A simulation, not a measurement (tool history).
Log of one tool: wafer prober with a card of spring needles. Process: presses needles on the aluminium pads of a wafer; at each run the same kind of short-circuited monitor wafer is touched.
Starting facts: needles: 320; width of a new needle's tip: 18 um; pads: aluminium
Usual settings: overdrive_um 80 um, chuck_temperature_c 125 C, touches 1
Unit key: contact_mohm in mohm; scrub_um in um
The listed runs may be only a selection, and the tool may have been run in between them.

| run | hour | overdrive_um | chuck_temperature_c | touches | contact_mohm | scrub_um |
|---|---|---|---|---|---|---|
| 1 | 0.0 | 80 | 125 | 1 | 304 | 13.47 |
|  | 2.1 | tips cleaned on abrasive film |
| 2 | 9.1 | 80 | 125 | 1 | 302 | 13.46 |
|  | 11.3 | tips cleaned on abrasive film |
|  | 21.1 | tips cleaned on abrasive film |
| 3 | 21.3 | 80 | 125 | 1 | 183 | 13.37 |
| 4 | 27.6 | 99 | 125 | 1 | 248 | 16.57 |
|  | 30.7 | tips cleaned on abrasive film |
| 5 | 38.0 | 99 | 125 | 1 | 257 | 16.57 |
|  | 40.4 | tips cleaned on abrasive film |
| 6 | 49.2 | 73 | 125 | 1 | 361 | 12.10 |
|  | 50.0 | tips cleaned on abrasive film |
| 7 | 55.6 | 73 | 125 | 1 | 320 | 12.14 |
|  | 56.4 | height of the first contact set anew |
|  | 60.2 | tips cleaned on abrasive film |
| 8 | 66.9 | 73 | 125 | 1 | 342 | 12.11 |
|  | 70.2 | tips cleaned on abrasive film |
| 9 | 73.2 | 80 | 100 | 1 | 262 | 13.28 |
|  | 80.0 | tips cleaned on abrasive film |
| 10 | 85.5 | 80 | 100 | 1 | 304 | 13.20 |
|  | 90.0 | tips cleaned on abrasive film |
| 11 | 93.2 | 61 | 35 | 2 | 285 | 10.02 |
|  | 95.8 | height of the first contact set anew, once more |
|  | 100.1 | tips cleaned on abrasive film |
| 12 | 101.8 | 61 | 35 | 2 | 230 | 10.23 |
|  | 109.7 | tips cleaned on abrasive film |
| 13 | 114.0 | 68 | 119 | 1 | 332 | 11.42 |
|  | 119.2 | tips cleaned on abrasive film |
| 14 | 126.3 | 68 | 119 | 1 | 373 | 11.38 |
|  | 129.1 | tips cleaned on abrasive film |
| 15 | 132.2 | 68 | 119 | 1 | 301 | 11.49 |
|  | 138.4 | tips cleaned on abrasive film |
| 16 | 143.4 | 84 | 125 | 1 | 279 | 14.10 |
|  | 147.9 | tips cleaned on abrasive film |
| 17 | 150.1 | 84 | 125 | 1 | 243 | 14.09 |
|  | 157.6 | tips cleaned on abrasive film |
| 18 | 161.3 | 84 | 122 | 1 | 265 | 14.08 |
|  | 166.8 | tips cleaned on abrasive film |
| 19 | 168.1 | 84 | 122 | 1 | 218 | 14.02 |
|  | 176.3 | tips cleaned on abrasive film |
| 20 | 176.3 | 84 | 35 | 1 | 160 | 13.96 |

Each row is a separate what-if for the run after 20, all from the same tool condition, not one after another. Results?
|  | 186.5 | tips cleaned on abrasive film |
| A | 187.1 | 80 | 70 | 1 | ? | ? |
|  | 186.5 | tips cleaned on abrasive film |
| B | 187.1 | 96 | 60 | 1 | ? | ? |
|  | 186.5 | tips cleaned on abrasive film |
| C | 187.1 | 99 | 30 | 2 | ? | ? |
|  | 186.5 | tips cleaned on abrasive film |
| D | 187.1 | 80 | 125 | 1 | ? | ? |
|  | 186.5 | tips cleaned on abrasive film |
| E | 187.1 | 78 | 55 | 3 | ? | ? |

| run | contact_mohm | scrub_um |
|---|---|---|
| A | 194 | 13.26 |
| B | 173 | 16.10 |
| C | 156 | 16.52 |
| D | 198 | 13.36 |
| E | 164 | 13.02 |
With the hidden condition removed and each run's random variation left untouched, the same runs would have given:
| run | contact_mohm | scrub_um |
|---|---|---|
| A | 154 | 13.39 |
| B | 144 | 16.23 |
| C | 138 | 16.65 |
| D | 161 | 13.50 |
| E | 148 | 13.15 |

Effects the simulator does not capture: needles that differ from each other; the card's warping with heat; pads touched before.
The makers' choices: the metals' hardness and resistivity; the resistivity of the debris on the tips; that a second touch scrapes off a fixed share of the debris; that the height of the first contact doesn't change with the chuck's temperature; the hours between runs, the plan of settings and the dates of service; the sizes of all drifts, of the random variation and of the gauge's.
